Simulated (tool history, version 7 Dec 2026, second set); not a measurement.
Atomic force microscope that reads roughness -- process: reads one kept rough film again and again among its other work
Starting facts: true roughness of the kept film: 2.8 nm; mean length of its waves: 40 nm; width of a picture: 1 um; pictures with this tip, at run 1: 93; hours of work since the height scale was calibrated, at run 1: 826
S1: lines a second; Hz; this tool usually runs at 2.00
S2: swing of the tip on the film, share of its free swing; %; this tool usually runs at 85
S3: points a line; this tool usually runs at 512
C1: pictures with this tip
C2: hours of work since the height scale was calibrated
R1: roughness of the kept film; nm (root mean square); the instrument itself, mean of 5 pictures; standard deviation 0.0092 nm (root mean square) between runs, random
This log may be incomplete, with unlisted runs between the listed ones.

run 1 day=0.000 | S1=2.00 S2=85 S3=512 | C1=93 C2=826 | R1=1.932
-- day=0.658 new tip fitted
run 2 day=1.288 | S1=2.00 S2=85 S3=512 | C1=15 C2=843 | R1=2.070
run 3 day=2.504 | S1=2.00 S2=85 S3=512 | C1=45 C2=858 | R1=2.019
run 4 day=3.458 | S1=0.78 S2=85 S3=512 | C1=68 C2=871 | R1=2.244
-- day=3.625 height scale calibrated on a step standard
run 5 day=4.708 | S1=0.78 S2=85 S3=512 | C1=98 C2=14 | R1=2.232
-- day=5.133 new tip fitted
-- day=6.367 height scale calibrated on a step standard, once more
run 6 day=6.367 | S1=2.00 S2=59 S3=512 | C1=29 C2=0 | R1=2.388
run 7 day=7.379 | S1=2.00 S2=59 S3=512 | C1=54 C2=13 | R1=2.333
run 8 day=8.296 | S1=2.00 S2=59 S3=512 | C1=76 C2=25 | R1=2.280
run 9 day=9.058 | S1=1.40 S2=67 S3=512 | C1=95 C2=35 | R1=2.244
-- day=9.571 new tip fitted
run 10 day=9.942 | S1=1.40 S2=60 S3=512 | C1=9 C2=46 | R1=2.460
run 11 day=10.771 | S1=1.40 S2=84 S3=370 | C1=29 C2=57 | R1=2.172
run 12 day=11.800 | S1=2.69 S2=85 S3=512 | C1=54 C2=70 | R1=1.854

Consider 5 possible next runs. They are alternatives, not a sequence: every one starts from the tool as it was left by run 12. What does each give?
run A day=13.096 | S1=3.55 S2=89 S3=512 | C1=86 C2=87 | R1=?
run B day=13.096 | S1=2.02 S2=85 S3=441 | C1=86 C2=87 | R1=?
run C day=13.096 | S1=3.56 S2=76 S3=874 | C1=86 C2=87 | R1=?
run D day=13.096 | S1=2.57 S2=57 S3=293 | C1=86 C2=87 | R1=?
run E day=13.096 | S1=1.84 S2=62 S3=741 | C1=86 C2=87 | R1=?

run=A R1=1.565
run=B R1=1.911
run=C R1=1.870
run=D R1=2.263
run=E R1=2.254
What these runs would have given with no unlogged condition in the tool:
run=A R1=1.689
run=B R1=2.063
run=C R1=2.019
run=D R1=2.442
run=E R1=2.433
